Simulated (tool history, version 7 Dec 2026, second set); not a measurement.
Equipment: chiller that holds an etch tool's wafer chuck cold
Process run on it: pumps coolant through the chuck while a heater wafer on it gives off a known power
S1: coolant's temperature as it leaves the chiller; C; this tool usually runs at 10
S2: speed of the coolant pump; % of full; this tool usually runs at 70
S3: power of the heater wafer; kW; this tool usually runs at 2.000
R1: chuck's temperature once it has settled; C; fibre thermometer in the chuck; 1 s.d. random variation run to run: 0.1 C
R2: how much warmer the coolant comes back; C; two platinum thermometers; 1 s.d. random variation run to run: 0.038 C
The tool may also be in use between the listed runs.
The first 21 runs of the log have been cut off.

run,day,S1,S2,S3,R1,R2
# day 19.746: chiller's thermometer calibrated
22,20.475,4,92,2.828,23.6,8.85
23,21.475,3,83,2.348,21.0,8.19
24,22.042,1,65,2.759,27.0,12.25
25,23.362,1,65,2.759,27.1,12.40
26,24.196,1,65,1.656,17.0,7.41
27,24.858,1,65,1.300,13.6,5.82
# day 25.504: chiller's thermometer calibrated, once more
28,25.508,5,61,1.300,17.7,6.20
29,26.308,3,87,1.399,12.9,4.68
30,27.442,10,70,2.426,31.1,10.05
31,28.104,7,75,2.864,30.5,11.08
32,29.267,7,87,1.615,18.5,5.43

Consider 3 possible next runs. They are alternatives, not a sequence: every one starts from the tool as it was left by run 32. What does each give?
A,30.312,2,87,1.616,?,?
B,30.312,17,87,2.056,?,?
C,30.312,10,85,1.909,?,?

run,R1,R2
A,13.6,5.44
B,31.7,6.88
C,24.0,6.51
Had the tool no hidden state, the same runs would have come out as:
run,R1,R2
A,11.8,5.21
B,29.4,6.59
C,21.9,6.24

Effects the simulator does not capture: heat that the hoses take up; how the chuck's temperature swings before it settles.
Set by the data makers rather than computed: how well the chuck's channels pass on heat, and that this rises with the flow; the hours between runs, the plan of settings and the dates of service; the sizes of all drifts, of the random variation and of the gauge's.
